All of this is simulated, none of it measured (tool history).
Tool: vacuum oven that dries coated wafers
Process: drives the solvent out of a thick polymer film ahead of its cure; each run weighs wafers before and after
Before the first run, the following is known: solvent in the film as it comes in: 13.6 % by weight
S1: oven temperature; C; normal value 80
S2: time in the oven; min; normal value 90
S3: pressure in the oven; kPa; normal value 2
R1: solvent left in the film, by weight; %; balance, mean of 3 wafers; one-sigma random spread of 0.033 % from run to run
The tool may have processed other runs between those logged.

| run | hour | S1 | S2 | S3 | R1 |
|---|---|---|---|---|---|
| 1 | 0 | 80 | 90 | 2 | 2.76 |
| 2 | 12.3 | 80 | 90 | 2 | 2.8 |
| 3 | 22 | 80 | 90 | 2 | 2.82 |
| 4 | 32.2 | 80 | 90 | 2 | 2.85 |
| 5 | 38.1 | 80 | 90 | 2 | 2.87 |
| 6 | 50.2 | 80 | 90 | 2.41 | 3.05 |
| 7 | 58.3 | 80 | 90 | 2.41 | 3.04 |
| 8 | 70.5 | 92 | 66 | 2 | 1.35 |
| 9 | 78.5 | 80 | 73 | 7.31 | 6.17 |
| 10 | 91.7 | 80 | 148 | 1.59 | 1.44 |
| 11 | 103.6 | 80 | 148 | 1.59 | 1.39 |
| 12 | 112.9 | 80 | 148 | 1.59 | 1.52 |

Below are 5 alternative next runs, each starting from the tool's condition after run 12. Predict each:
| A | 120.7 | 80 | 90 | 1.33 | ? |
| B | 120.7 | 80 | 90 | 2.99 | ? |
| C | 120.7 | 80 | 135 | 5.58 | ? |
| D | 120.7 | 83 | 123 | 3.96 | ? |
| E | 120.7 | 83 | 62 | 2 | ? |

| run | R1 |
|---|---|
| A | 2.45 |
| B | 3.34 |
| C | 3.92 |
| D | 2.66 |
| E | 3.25 |
Take away the tool's hidden state, keep each run's random variation, and the runs would have read:
| run | R1 |
|---|---|
| A | 2.6 |
| B | 3.49 |
| C | 4.06 |
| D | 2.77 |
| E | 3.41 |

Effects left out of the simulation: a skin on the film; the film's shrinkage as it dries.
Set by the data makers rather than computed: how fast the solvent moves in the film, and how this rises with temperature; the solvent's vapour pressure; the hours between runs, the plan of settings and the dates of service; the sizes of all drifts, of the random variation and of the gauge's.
